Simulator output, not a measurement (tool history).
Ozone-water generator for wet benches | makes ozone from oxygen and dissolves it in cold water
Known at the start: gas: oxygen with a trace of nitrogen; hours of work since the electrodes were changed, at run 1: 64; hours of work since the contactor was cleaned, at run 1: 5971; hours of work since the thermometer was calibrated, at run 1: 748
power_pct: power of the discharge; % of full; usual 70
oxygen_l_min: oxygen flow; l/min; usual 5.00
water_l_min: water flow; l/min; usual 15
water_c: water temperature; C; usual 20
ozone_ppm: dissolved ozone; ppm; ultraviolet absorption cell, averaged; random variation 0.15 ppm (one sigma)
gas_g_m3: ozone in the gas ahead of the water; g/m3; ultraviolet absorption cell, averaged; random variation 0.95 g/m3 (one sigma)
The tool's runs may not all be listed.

run    hour  power_pct  oxygen_l_min  water_l_min  water_c  hours of work since the electrodes were changed  hours of work since the contactor was cleaned  hours of work since the thermometer was calibrated  ozone_ppm  gas_g_m3
  1     0.0         70          5.00           15       20                                               64                                           5971                                                 748       18.7     161.2
  2   116.6         70          5.00           15       19                                              172                                           6079                                                 856       18.9     161.7
  3   185.1         70          3.24           15       20                                              235                                           6143                                                 920       19.5     212.7
  4   248.6         70          5.00           20       20                                              294                                           6202                                                 979       14.2     161.5
  5   318.9         70          5.00           15       20                                              359                                           6267                                                1044       18.8     162.0
  6   395.0         54          5.00           15       20                                              430                                           6338                                                1115       15.3     132.6
  7   485.5         54          5.00           15       20                                              514                                           6421                                                1199       15.6     131.7
  8   559.2         54          5.00           15       20                                              582                                           6490                                                1267       15.5     133.8
  9   610.5         46          5.00           15       20                                              630                                           6537                                                1315       13.8     119.7
 10   684.4         46          5.00           15       20                                              699                                           6606                                                1383       13.7     118.6
 11   773.1         70          7.66           15       20                                              781                                           6688                                                1465       17.0     120.5
 12   874.9         70          3.80           15       20                                              875                                           6783                                                1560       19.2     189.3
 13   982.9         70          5.00           15       20                                              976                                           6883                                                1660       18.7     159.0
 14  1030.4         70          5.00           15       20                                             1020                                           6927                                                1704       18.5     159.1
 15  1114.6         70          5.00           15       20                                             1098                                           7005                                                1782       18.7     156.9
 16  1229.5         70          5.00           15       20                                             1204                                           7112                                                1889       18.9     157.6
 17  1296.3         70          5.00           15       20                                             1266                                           7174                                                1951       18.5     157.5
 18  1396.0         70          5.28           19       20                                             1359                                           7266                                                2044       15.1     152.6
 19  1463.8         70          5.00           15       23                                             1422                                           7329                                                2106       17.6     156.1
 20  1573.2         70          5.00           15       23                                             1523                                           7431                                                2208       17.5     155.5
 21  1677.2         70          5.00           15       23                                             1620                                           7527                                                2304       17.7     158.1
 22  1748.7         97          5.13           19       15                                             1686                                           7594                                                2371       20.6     193.2
 23  1814.3         97          5.13           19       15                                             1747                                           7654                                                2432       20.7     196.8
 24  1915.1         70          5.56           18       25                                             1840                                           7748                                                2525       14.5     146.3
     1939.9  -- gauge calibrated
 25  2015.8         70          5.56           18       25                                             1934                                           7841                                                2619       14.5     151.2
 26  2071.2         70          2.63           14       19                                             1985                                           7893                                                2670       21.2     243.3
 27  2185.6         70          5.00           15       18                                             2091                                           7999                                                2776       19.1     162.1
 28  2277.1         70          5.00           15       18                                             2176                                           8084                                                2861       19.5     158.9
     2321.5  -- contactor cleaned
 29  2329.3         70          5.00           15       18                                             2221                                              7                                                2906       19.3     160.8
 30  2402.4         42          7.09           15       20                                             2289                                             75                                                2974       12.0      88.3
 31  2494.8         42          7.09           15       20                                             2375                                            161                                                3059       12.0      88.9
 32  2610.6         42          7.09           15       20                                             2482                                            268                                                3167       11.9      87.5
 33  2704.8         55          7.09           18       20                                             2570                                            356                                                3254       12.7     106.7

4 ways to go on from here, each from the tool as it stands after run 33. What would each give?
  A  2790.3         43          3.29           15       20                                             2649                                            435                                                3333          ?         ?
  B  2790.3         65          7.09           23       19                                             2649                                            435                                                3333          ?         ?
  C  2790.3         54          5.00           16       25                                             2649                                            435                                                3333          ?         ?
  D  2790.3         55          7.09           11       20                                             2649                                            435                                                3333          ?         ?

run  ozone_ppm  gas_g_m3
  A       13.8     145.2
  B       11.8     121.1
  C       13.3     130.3
  D       17.9     107.4
Without the tool's hidden state the same runs would have given:
run  ozone_ppm  gas_g_m3
  A       13.8     147.2
  B       11.8     122.7
  C       13.3     132.1
  D       18.0     108.9
